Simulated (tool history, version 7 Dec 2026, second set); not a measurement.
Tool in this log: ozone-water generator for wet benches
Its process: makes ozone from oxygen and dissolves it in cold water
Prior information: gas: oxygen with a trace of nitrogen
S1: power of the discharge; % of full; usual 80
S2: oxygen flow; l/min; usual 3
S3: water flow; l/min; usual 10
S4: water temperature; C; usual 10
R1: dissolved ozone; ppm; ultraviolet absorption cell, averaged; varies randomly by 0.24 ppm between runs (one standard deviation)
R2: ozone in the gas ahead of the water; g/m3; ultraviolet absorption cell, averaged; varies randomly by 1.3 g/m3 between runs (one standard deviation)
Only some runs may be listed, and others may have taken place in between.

run 1 hour=0 | S1=80 S2=3 S3=10 S4=10 | R1=36.1 R2=243.4
run 2 hour=45 | S1=80 S2=1.64 S3=10 S4=10 | R1=31.6 R2=315.6
run 3 hour=103.2 | S1=80 S2=1.64 S3=10 S4=10 | R1=31.3 R2=315.6
run 4 hour=142.1 | S1=80 S2=1.64 S3=10 S4=10 | R1=31.5 R2=314.6
run 5 hour=201.4 | S1=80 S2=4.28 S3=10 S4=10 | R1=37.3 R2=208.8
run 6 hour=242.8 | S1=80 S2=3 S3=10 S4=10 | R1=36.2 R2=244
run 7 hour=307.1 | S1=80 S2=3 S3=7 S4=10 | R1=47 R2=246.5
run 8 hour=339.1 | S1=80 S2=3 S3=7 S4=10 | R1=47.1 R2=244.4
-- hour=379.3 water thermometer calibrated
run 9 hour=396.5 | S1=80 S2=3 S3=7 S4=10 | R1=46.5 R2=245.6
run 10 hour=456.3 | S1=80 S2=3.09 S3=7 S4=10 | R1=46.8 R2=241.8
run 11 hour=509 | S1=99 S2=2.22 S3=10 S4=10 | R1=41.3 R2=339
run 12 hour=538.8 | S1=80 S2=3 S3=6 S4=10 | R1=51.7 R2=245.3
run 13 hour=600.3 | S1=65 S2=3.89 S3=8 S4=10 | R1=36.6 R2=181.7
run 14 hour=640.5 | S1=65 S2=3.89 S3=8 S4=10 | R1=36.5 R2=181.6
run 15 hour=702.1 | S1=73 S2=1.84 S3=10 S4=10 | R1=30.1 R2=277.3
run 16 hour=746.1 | S1=73 S2=1.84 S3=10 S4=10 | R1=30 R2=277.9
run 17 hour=775.5 | S1=73 S2=1.84 S3=10 S4=10 | R1=30.1 R2=279.8
run 18 hour=823.6 | S1=80 S2=3.8 S3=10 S4=10 | R1=37 R2=221.9
run 19 hour=891.4 | S1=92 S2=3.8 S3=10 S4=9 | R1=42.9 R2=251.7

5 options for the next run, each taken on its own from the tool as it stands now. Forecast them:
run A hour=928.2 | S1=41 S2=3 S3=13 S4=8 | R1=? R2=?
run B hour=928.2 | S1=44 S2=2.34 S3=10 S4=9 | R1=? R2=?
run C hour=928.2 | S1=50 S2=3.35 S3=10 S4=9 | R1=? R2=?
run D hour=928.2 | S1=50 S2=3.8 S3=10 S4=9 | R1=? R2=?
run E hour=928.2 | S1=80 S2=3.47 S3=10 S4=10 | R1=? R2=?

run=A R1=16.4 R2=135.7
run=B R1=20.5 R2=161
run=C R1=24.7 R2=154.6
run=D R1=24.8 R2=148.6
run=E R1=36.6 R2=232.4
What these runs would have given with no unlogged condition in the tool:
run=A R1=16.4 R2=133
run=B R1=20.5 R2=157.7
run=C R1=24.7 R2=151.5
run=D R1=24.8 R2=145.6
run=E R1=36.6 R2=227.8
